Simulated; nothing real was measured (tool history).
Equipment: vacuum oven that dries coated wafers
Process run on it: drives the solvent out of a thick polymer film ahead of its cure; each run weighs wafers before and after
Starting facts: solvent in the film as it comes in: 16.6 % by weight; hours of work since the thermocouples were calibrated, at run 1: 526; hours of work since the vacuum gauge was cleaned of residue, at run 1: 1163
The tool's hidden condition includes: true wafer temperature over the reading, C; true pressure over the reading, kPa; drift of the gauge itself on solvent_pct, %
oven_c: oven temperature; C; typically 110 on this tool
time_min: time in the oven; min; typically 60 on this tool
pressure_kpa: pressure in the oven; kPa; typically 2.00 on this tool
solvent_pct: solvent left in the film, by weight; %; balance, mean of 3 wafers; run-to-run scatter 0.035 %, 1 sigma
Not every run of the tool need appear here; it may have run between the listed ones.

run   hour  oven_c  time_min  pressure_kpa  hours of work since the thermocouples were calibrated  hours of work since the vacuum gauge was cleaned of residue  solvent_pct
  1    0.0     110        60          2.00                                                    526                                                         1163         2.55
  2   26.3     110        60          2.00                                                    541                                                         1178         2.58
  3   62.1     110        60          2.00                                                    562                                                         1199         2.57
  4  103.5     110        60          2.00                                                    586                                                         1223         2.56
  5  138.7     110        60          4.50                                                    606                                                         1243         5.04
  6  177.1     110        60          4.50                                                    628                                                         1265         5.02
  7  229.4     110        60          4.50                                                    658                                                         1295         5.09
  8  255.1     110        60          4.50                                                    673                                                         1310         5.16
  9  296.3     110        60          4.50                                                    697                                                         1334         5.09
 10  340.6     110        60          2.00                                                    722                                                         1360         2.60
 11  384.8     110        60          2.00                                                    748                                                         1385         2.59
 12  416.8     114        43          2.14                                                    766                                                         1404         2.49
 13  457.8      97        95          1.91                                                    790                                                         1427         4.03
 14  492.8      97        95          1.91                                                    810                                                         1447         4.10

Expected results for the next run?
 15  520.9     114        86          5.75                                                    826                                                         1464            ?

{"run 15": {"solvent_pct": 5.33}}
Were there no unlogged condition in the tool, this run, its random variation unchanged, would have produced solvent_pct 5.36 %.
